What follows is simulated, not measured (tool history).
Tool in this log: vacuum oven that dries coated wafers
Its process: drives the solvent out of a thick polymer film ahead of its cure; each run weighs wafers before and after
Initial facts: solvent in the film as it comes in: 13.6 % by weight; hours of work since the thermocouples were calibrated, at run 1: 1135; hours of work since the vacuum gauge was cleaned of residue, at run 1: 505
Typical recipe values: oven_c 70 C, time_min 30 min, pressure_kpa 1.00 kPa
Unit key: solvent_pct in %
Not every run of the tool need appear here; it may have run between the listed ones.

run    hour  oven_c  time_min  pressure_kpa  hours of work since the thermocouples were calibrated  hours of work since the vacuum gauge was cleaned of residue  solvent_pct
  1     0.0      70        30          1.00                                                   1135                                                          505         1.84
  2    17.8      70        30          1.00                                                   1143                                                          513         1.83
  3    54.6      70        30          1.00                                                   1159                                                          528         1.83
  4    72.1      70        30          1.00                                                   1166                                                          536         1.79
  5   105.7      70        30          1.00                                                   1181                                                          550         1.81
  6   140.5      70        30          1.00                                                   1195                                                          565         1.82
  7   169.1      70        30          1.00                                                   1208                                                          577         1.80
      206.2  -- oven's thermocouples calibrated
  8   211.8      70        45          1.00                                                      2                                                          595         1.36
  9   243.8      70        45          1.00                                                     16                                                          608         1.42
 10   271.3      70        45          1.00                                                     28                                                          620         1.41
 11   288.8      70        45          1.00                                                     35                                                          627         1.35
 12   309.6      70        45          1.00                                                     44                                                          636         1.39
 13   336.9      70        45          1.00                                                     56                                                          648         1.40
 14   361.8      70        45          1.00                                                     66                                                          658         1.40
 15   397.9      70        45          1.00                                                     82                                                          674         1.44
 16   418.2      70        45          2.62                                                     90                                                          682         2.39
 17   456.7      70        45          2.62                                                    107                                                          699         2.41
 18   477.7      70        45          2.62                                                    116                                                          708         2.42
 19   514.2      70        30          1.21                                                    131                                                          723         2.47
 20   543.1      67        24          1.00                                                    144                                                          736         4.02
 21   577.5      67        24          3.16                                                    158                                                          750         5.18
 22   610.7      67        24          3.16                                                    172                                                          765         5.17
 23   635.1      67        24          3.16                                                    183                                                          775         5.17
 24   665.4      75        16          0.86                                                    196                                                          788         2.91
 25   689.1      75        16          0.86                                                    206                                                          798         2.90
 26   725.0      56        18          0.57                                                    221                                                          813         8.13
 27   747.2      74        51          1.02                                                    231                                                          823         0.82
 28   783.3      61        30          1.73                                                    246                                                          838         5.65
 29   813.0      61        30          1.73                                                    259                                                          851         5.58
 30   852.0      61        30          1.73                                                    275                                                          867         5.57
 31   870.4      65        30          1.73                                                    283                                                          875         4.18
 32   911.3      68        30          1.00                                                    301                                                          893         2.84
 33   943.2      61        30          3.09                                                    314                                                          906         6.44
 34   960.8      82        30          3.71                                                    322                                                          914         1.64
 35   992.9      66        31          1.00                                                    335                                                          927         3.31
 36  1018.7      66        31          1.00                                                    346                                                          938         3.26
 37  1035.9      66        31          1.00                                                    354                                                          946         3.29
 38  1064.9      66        31          1.00                                                    366                                                          958         3.29

Below are 3 alternative next runs, each starting from the tool's condition after run 38. Predict each:
  A  1095.3      57        31          0.86                                                    379                                                          971            ?
  B  1095.3      66        24          2.69                                                    379                                                          971            ?
  C  1095.3      70        49          1.00                                                    379                                                          971            ?

run  solvent_pct
  A         6.15
  B         5.17
  C         1.27
The same runs, with their run-to-run variation unchanged, on a tool lacking any hidden condition would have given:
run  solvent_pct
  A         5.98
  B         5.06
  C         1.07

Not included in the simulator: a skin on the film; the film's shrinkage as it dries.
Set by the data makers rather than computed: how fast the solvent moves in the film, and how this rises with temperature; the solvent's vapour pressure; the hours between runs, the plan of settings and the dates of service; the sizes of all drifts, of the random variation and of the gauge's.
